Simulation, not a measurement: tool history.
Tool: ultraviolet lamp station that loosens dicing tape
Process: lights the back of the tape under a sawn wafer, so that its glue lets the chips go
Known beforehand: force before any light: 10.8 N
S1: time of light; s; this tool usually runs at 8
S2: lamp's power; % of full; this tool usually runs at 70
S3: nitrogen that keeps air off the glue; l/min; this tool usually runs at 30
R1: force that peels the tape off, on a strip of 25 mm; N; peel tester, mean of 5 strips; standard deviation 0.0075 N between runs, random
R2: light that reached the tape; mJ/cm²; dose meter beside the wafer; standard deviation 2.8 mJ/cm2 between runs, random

Run 1, day 0: usual settings. Result: R1 0.435 N, R2 348 mJ/cm².
Run 2, day 0.396: usual settings. Result: R1 0.433 N, R2 347 mJ/cm².
Run 3, day 0.617: usual settings. Result: R1 0.432 N, R2 350 mJ/cm².
Run 4, day 0.9: usual settings but S3 28 l/min. Result: R1 0.445 N, R2 348 mJ/cm².
Run 5, day 1.083: usual settings but S3 28 l/min. Result: R1 0.444 N, R2 344 mJ/cm².
Run 6, day 1.483: usual settings but S3 28 l/min. Result: R1 0.444 N, R2 350 mJ/cm².
Run 7, day 1.821: usual settings but S3 28 l/min. Result: R1 0.468 N, R2 344 mJ/cm².
Run 8, day 2: usual settings. Result: R1 0.442 N, R2 343 mJ/cm².
Run 9, day 2.271: usual settings. Result: R1 0.462 N, R2 349 mJ/cm².
At day 2.367: window cleaned of glue's vapour.
Run 10, day 2.538: usual settings. Result: R1 0.286 N, R2 400 mJ/cm².
Run 11, day 2.858: usual settings but S1 5 s, S2 63 % of full. Result: R1 1.306 N, R2 227 mJ/cm².
Run 12, day 3.033: usual settings but S1 13 s, S2 68 % of full, S3 43 l/min. Result: R1 0.094 N, R2 621 mJ/cm².
Run 13, day 3.267: usual settings but S2 82 % of full, S3 26 l/min. Result: R1 0.214 N, R2 462 mJ/cm².
Run 14, day 3.546: usual settings but S2 82 % of full, S3 26 l/min. Result: R1 0.226 N, R2 464 mJ/cm².
Run 15, day 3.708: usual settings but S2 82 % of full, S3 26 l/min. Result: R1 0.209 N, R2 462 mJ/cm².
Run 16, day 3.983: usual settings but S2 82 % of full, S3 26 l/min. Result: R1 0.22 N, R2 458 mJ/cm².
Run 17, day 4.25: usual settings but S1 15 s, S2 96 % of full, S3 9 l/min. Result: R1 0.094 N, R2 1009 mJ/cm².
Run 18, day 4.504: usual settings but S1 15 s, S2 96 % of full, S3 9 l/min. Result: R1 0.093 N, R2 1025 mJ/cm².
Run 19, day 4.704: usual settings but S1 6 s, S2 99 % of full, S3 10 l/min. Result: R1 0.652 N, R2 421 mJ/cm².

What if the next run were any one of these 3? Each begins from the tool's condition after run 19:
Run A, day 4.908: usual settings but S1 5 s, S2 72 % of full, S3 21 l/min. Result: R1 ?, R2 ?.
Run B, day 4.908: usual settings but S1 16 s, S2 86 % of full, S3 10 l/min. Result: R1 ?, R2 ?.
Run C, day 4.908: usual settings but S3 13 l/min. Result: R1 ?, R2 ?.

run     R1   R2
  A  1.206  251
  B  0.085  962
  C    0.6  398
Had the tool no hidden state, the same runs would have come out as:
run     R1   R2
  A  1.124  259
  B  0.082  995
  C  0.549  411
